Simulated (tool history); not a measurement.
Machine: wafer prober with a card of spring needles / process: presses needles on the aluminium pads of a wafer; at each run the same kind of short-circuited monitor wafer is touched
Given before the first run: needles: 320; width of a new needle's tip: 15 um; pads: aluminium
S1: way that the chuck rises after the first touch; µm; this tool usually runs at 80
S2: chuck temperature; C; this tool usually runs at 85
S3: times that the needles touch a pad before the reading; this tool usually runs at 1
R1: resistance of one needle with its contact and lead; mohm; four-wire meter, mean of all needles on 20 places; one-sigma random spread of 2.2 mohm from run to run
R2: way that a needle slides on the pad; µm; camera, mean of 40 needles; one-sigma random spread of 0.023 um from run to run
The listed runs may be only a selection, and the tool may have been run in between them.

{"run": 1, "day": 0.0, "S1": 80, "S2": 85, "S3": 1, "R1": 274, "R2": 16.86}
{"day": 0.404, "done": "tips cleaned on abrasive film"}
{"run": 2, "day": 1.262, "S1": 80, "S2": 85, "S3": 1, "R1": 288, "R2": 16.84}
{"day": 1.579, "done": "tips cleaned on abrasive film"}
{"run": 3, "day": 2.612, "S1": 80, "S2": 51, "S3": 1, "R1": 270, "R2": 16.81}
{"day": 2.754, "done": "tips cleaned on abrasive film"}
{"run": 4, "day": 3.667, "S1": 80, "S2": 51, "S3": 1, "R1": 267, "R2": 16.82}
{"day": 3.971, "done": "tips cleaned on abrasive film"}
{"day": 5.125, "done": "tips cleaned on abrasive film"}
{"run": 5, "day": 5.133, "S1": 80, "S2": 85, "S3": 1, "R1": 255, "R2": 16.78}
{"run": 6, "day": 6.125, "S1": 80, "S2": 85, "S3": 1, "R1": 276, "R2": 16.76}
{"day": 6.333, "done": "tips cleaned on abrasive film"}
{"day": 7.479, "done": "tips cleaned on abrasive film"}
{"run": 7, "day": 7.479, "S1": 80, "S2": 116, "S3": 1, "R1": 258, "R2": 16.73}
{"run": 8, "day": 8.258, "S1": 80, "S2": 116, "S3": 1, "R1": 277, "R2": 16.73}
{"day": 8.654, "done": "tips cleaned on abrasive film"}
{"day": 9.275, "done": "tips cleaned on abrasive film, once more"}
{"run": 9, "day": 9.496, "S1": 80, "S2": 116, "S3": 1, "R1": 265, "R2": 16.68}
{"day": 10.429, "done": "tips cleaned on abrasive film"}
{"run": 10, "day": 10.475, "S1": 74, "S2": 116, "S3": 1, "R1": 260, "R2": 15.4}
{"run": 11, "day": 11.183, "S1": 80, "S2": 85, "S3": 1, "R1": 272, "R2": 16.7}
{"day": 11.612, "done": "tips cleaned on abrasive film"}
{"run": 12, "day": 12.058, "S1": 80, "S2": 85, "S3": 1, "R1": 263, "R2": 16.68}
{"day": 12.779, "done": "tips cleaned on abrasive film"}
{"run": 13, "day": 13.133, "S1": 94, "S2": 85, "S3": 1, "R1": 260, "R2": 19.59}
{"run": 14, "day": 13.758, "S1": 94, "S2": 85, "S3": 1, "R1": 263, "R2": 19.61}
{"day": 13.958, "done": "tips cleaned on abrasive film"}
{"run": 15, "day": 14.779, "S1": 94, "S2": 85, "S3": 1, "R1": 265, "R2": 19.56}
{"day": 15.171, "done": "tips cleaned on abrasive film"}
{"run": 16, "day": 16.05, "S1": 94, "S2": 85, "S3": 1, "R1": 265, "R2": 19.57}
{"day": 16.367, "done": "tips cleaned on abrasive film"}
{"run": 17, "day": 17.433, "S1": 94, "S2": 53, "S3": 1, "R1": 266, "R2": 19.52}

Estimate the outcome of run 18 from the log above:
{"day": 17.562, "done": "tips cleaned on abrasive film"}
{"day": 18.746, "done": "tips cleaned on abrasive film"}
{"run": 18, "day": 18.888, "S1": 67, "S2": 53, "S3": 1, "R1": "?", "R2": "?"}

Run 18 produced R1 256 mohm, R2 13.82 µm.
Take away the tool's hidden state, keep the run-to-run variation as it was, and the same run would have given R1 242 mohm, R2 14.21 µm.
